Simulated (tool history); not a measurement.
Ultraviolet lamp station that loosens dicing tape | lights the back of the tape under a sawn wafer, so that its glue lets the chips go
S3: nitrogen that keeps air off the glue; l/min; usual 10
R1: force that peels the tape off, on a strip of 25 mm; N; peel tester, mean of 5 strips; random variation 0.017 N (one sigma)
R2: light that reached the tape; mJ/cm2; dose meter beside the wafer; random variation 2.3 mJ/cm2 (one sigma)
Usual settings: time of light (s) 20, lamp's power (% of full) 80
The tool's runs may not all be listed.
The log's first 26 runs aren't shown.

{"run": 27, "hour": 381.9, "time of light (s)": 20, "lamp's power (% of full)": 63, "S3": 10, "R1": 1.613, "R2": 150}
{"run": 28, "hour": 395.9, "time of light (s)": 20, "lamp's power (% of full)": 63, "S3": 10, "R1": 1.646, "R2": 151}
{"run": 29, "hour": 415.4, "time of light (s)": 15, "lamp's power (% of full)": 61, "S3": 10, "R1": 2.4, "R2": 114}
{"run": 30, "hour": 436.3, "time of light (s)": 11, "lamp's power (% of full)": 61, "S3": 3, "R1": 3.602, "R2": 79}
{"run": 31, "hour": 453.1, "time of light (s)": 11, "lamp's power (% of full)": 85, "S3": 8, "R1": 2.459, "R2": 109}
{"run": 32, "hour": 472.1, "time of light (s)": 11, "lamp's power (% of full)": 85, "S3": 8, "R1": 2.482, "R2": 109}
{"run": 33, "hour": 482.5, "time of light (s)": 20, "lamp's power (% of full)": 75, "S3": 10, "R1": 1.315, "R2": 175}
{"run": 34, "hour": 491.7, "time of light (s)": 12, "lamp's power (% of full)": 88, "S3": 8, "R1": 2.236, "R2": 119}
{"run": 35, "hour": 510.4, "time of light (s)": 12, "lamp's power (% of full)": 81, "S3": 10, "R1": 2.355, "R2": 115}
{"run": 36, "hour": 520.4, "time of light (s)": 12, "lamp's power (% of full)": 81, "S3": 10, "R1": 2.337, "R2": 112}
{"run": 37, "hour": 540.9, "time of light (s)": 20, "lamp's power (% of full)": 77, "S3": 10, "R1": 1.325, "R2": 179}
{"run": 38, "hour": 549.8, "time of light (s)": 20, "lamp's power (% of full)": 65, "S3": 5, "R1": 2.016, "R2": 150}
{"run": 39, "hour": 570.0, "time of light (s)": 16, "lamp's power (% of full)": 94, "S3": 15, "R1": 1.261, "R2": 171}
{"run": 40, "hour": 580.9, "time of light (s)": 20, "lamp's power (% of full)": 64, "S3": 10, "R1": 1.777, "R2": 145}
{"run": 41, "hour": 590.6, "time of light (s)": 38, "lamp's power (% of full)": 64, "S3": 18, "R1": 0.522, "R2": 278}
{"run": 42, "hour": 601.7, "time of light (s)": 13, "lamp's power (% of full)": 77, "S3": 17, "R1": 2.087, "R2": 116}
{"run": 43, "hour": 615.3, "time of light (s)": 13, "lamp's power (% of full)": 77, "S3": 10, "R1": 2.374, "R2": 109}

4 ways to go on from here, each from the tool as it stands after run 43. What would each give?
{"run": "A", "hour": 624.5, "time of light (s)": 13, "lamp's power (% of full)": 64, "S3": 15, "R1": "?", "R2": "?"}
{"run": "B", "hour": 624.5, "time of light (s)": 23, "lamp's power (% of full)": 80, "S3": 4, "R1": "?", "R2": "?"}
{"run": "C", "hour": 624.5, "time of light (s)": 11, "lamp's power (% of full)": 77, "S3": 4, "R1": "?", "R2": "?"}
{"run": "D", "hour": 624.5, "time of light (s)": 29, "lamp's power (% of full)": 80, "S3": 3, "R1": "?", "R2": "?"}

run=A R1=2.562 R2=94
run=B R1=1.464 R2=205
run=C R1=3.207 R2=94
run=D R1=1.121 R2=259
Without the tool's hidden state the same runs would have given:
run=A R1=1.873 R2=128
run=B R1=0.885 R2=279
run=C R1=2.502 R2=128
run=D R1=0.632 R2=353

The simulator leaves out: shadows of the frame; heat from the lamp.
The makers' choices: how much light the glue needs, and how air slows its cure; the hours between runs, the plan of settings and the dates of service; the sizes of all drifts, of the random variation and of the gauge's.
